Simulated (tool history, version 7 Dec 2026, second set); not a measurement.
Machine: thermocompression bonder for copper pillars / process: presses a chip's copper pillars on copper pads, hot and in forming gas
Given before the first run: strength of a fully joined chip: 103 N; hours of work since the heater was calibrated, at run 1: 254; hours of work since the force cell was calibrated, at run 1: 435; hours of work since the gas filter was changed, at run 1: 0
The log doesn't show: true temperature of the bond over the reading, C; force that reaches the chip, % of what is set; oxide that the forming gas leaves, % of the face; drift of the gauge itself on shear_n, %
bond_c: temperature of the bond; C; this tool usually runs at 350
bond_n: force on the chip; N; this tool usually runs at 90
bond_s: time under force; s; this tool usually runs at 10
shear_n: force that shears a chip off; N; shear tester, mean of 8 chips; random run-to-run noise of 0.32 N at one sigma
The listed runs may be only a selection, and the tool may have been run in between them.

run	hour	bond_c	bond_n	bond_s	hours of work since the heater was calibrated	hours of work since the force cell was calibrated	hours of work since the gas filter was changed	shear_n
1	0	350	90	10	254	435	0	75.8
2	19.5	350	90	10	266	447	12	76.3
3	31.3	350	90	10	273	454	19	75.6
4	48.6	350	105	10	284	465	30	80
5	65.6	350	105	13	294	475	40	84
6	85.9	350	105	13	307	488	53	84
7	106.1	350	105	13	319	500	65	83.4
8	123	350	90	12	329	511	75	78.2
9	142.1	350	90	12	341	522	87	78
10	156	362	90	10	350	531	96	80.9
11	169.2	350	100	10	358	539	104	77.5
12	188.2	374	68	16	369	550	115	86.7
13	197.4	374	68	16	375	556	121	86.9
14	209.4	343	61	20	382	564	128	71.3
15	220.5	374	119	9	389	570	135	90.8
16	241.1	374	119	9	402	583	148	89.9
17	251.6	343	90	18	408	589	154	79.5
# hour 262.9: gauge calibrated
18	268.7	343	116	11	419	600	165	80.4
19	279	343	64	26	425	606	171	78.4
20	295	330	82	26	435	616	181	77.6
21	312.5	350	69	5	446	627	191	54.5
22	322	350	56	13	451	633	197	65.3

For some of the steps in shear_n from one run to the next: how much would appear even if the tool had no hidden state, given the settings, what came in and random variation, and how much remains for the hidden state plus any gauge scatter that the measured result and the result without hidden state don't share?
Run 14 -> 15: bond_c 343 -> 374, bond_n 61 -> 119, bond_s 20 -> 9. shear_n +19.5 N: hidden state -0.4, all else +19.9.
Run 17 -> 18: bond_n 90 -> 116, bond_s 18 -> 11, gauge calibrated. shear_n +0.9 N: hidden state +2.1, all else -1.2.
Run 20 -> 21: bond_c 330 -> 350, bond_n 82 -> 69, bond_s 26 -> 5. shear_n -23.1 N: hidden state +0, all else -23.1.

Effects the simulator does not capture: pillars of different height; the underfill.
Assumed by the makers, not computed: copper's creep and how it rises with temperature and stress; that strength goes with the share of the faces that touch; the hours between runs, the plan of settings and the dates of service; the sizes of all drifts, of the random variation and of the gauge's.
